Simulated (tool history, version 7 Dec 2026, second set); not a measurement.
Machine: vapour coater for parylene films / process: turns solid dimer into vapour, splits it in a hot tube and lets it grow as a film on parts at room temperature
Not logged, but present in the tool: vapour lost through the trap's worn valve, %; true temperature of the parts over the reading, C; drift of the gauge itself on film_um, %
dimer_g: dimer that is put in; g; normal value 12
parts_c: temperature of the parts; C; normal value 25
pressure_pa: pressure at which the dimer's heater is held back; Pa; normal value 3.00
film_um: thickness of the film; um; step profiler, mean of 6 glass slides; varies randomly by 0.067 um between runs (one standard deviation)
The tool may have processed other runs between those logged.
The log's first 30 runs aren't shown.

run     day  dimer_g  parts_c  pressure_pa  hours of work since the trap's valve was overhauled  hours of work since the table's thermometer was calibrated  film_um
 31  28.962       10       28         5.82                                                  116                                                         963     8.09
 32  29.788       17       36         4.98                                                  131                                                         978    10.62
 33  30.738       17       36         2.80                                                  149                                                         996    11.71
 34  31.367       12       36         3.00                                                  161                                                        1008     8.12
 35  32.183       12       33         2.02                                                  176                                                        1023     9.74
 36  33.167       12       33         2.02                                                  195                                                        1041     9.63
 37  33.812       22       25        10.42                                                  207                                                        1054    17.47
 38  34.325       15       20         5.11                                                  217                                                        1063    15.96
 39  35.371       21       21         9.20                                                  236                                                        1083    19.40
 40  36.425       21       21         9.20                                                  256                                                        1103    19.49
 41  37.129       21       21         9.20                                                  269                                                        1116    19.26
 42  38.317        8       21         6.06                                                  291                                                        1138     7.91
 43  38.800       12       19         3.00                                                  300                                                        1147    12.67
 44  39.571       13       25         2.54                                                  315                                                        1162    13.13
 45  40.262       13       25         2.54                                                  328                                                        1175    13.04
 46  41.275       13       25         2.54                                                  347                                                        1194    12.98
 47  42.217       10       30         8.46                                                  365                                                        1211     6.77

Forecast each of these 3 alternatives for the next run:
  A  43.383       10       27         8.46                                                  386                                                        1233        ?
  B  43.383       17       35         4.58                                                  386                                                        1233        ?
  C  43.383       12       25        11.23                                                  386                                                        1233        ?

run  film_um
  A     7.45
  B    10.74
  C     9.13
Without the tool's hidden state the same runs would have given:
run  film_um
  A     7.71
  B    11.11
  C     9.45

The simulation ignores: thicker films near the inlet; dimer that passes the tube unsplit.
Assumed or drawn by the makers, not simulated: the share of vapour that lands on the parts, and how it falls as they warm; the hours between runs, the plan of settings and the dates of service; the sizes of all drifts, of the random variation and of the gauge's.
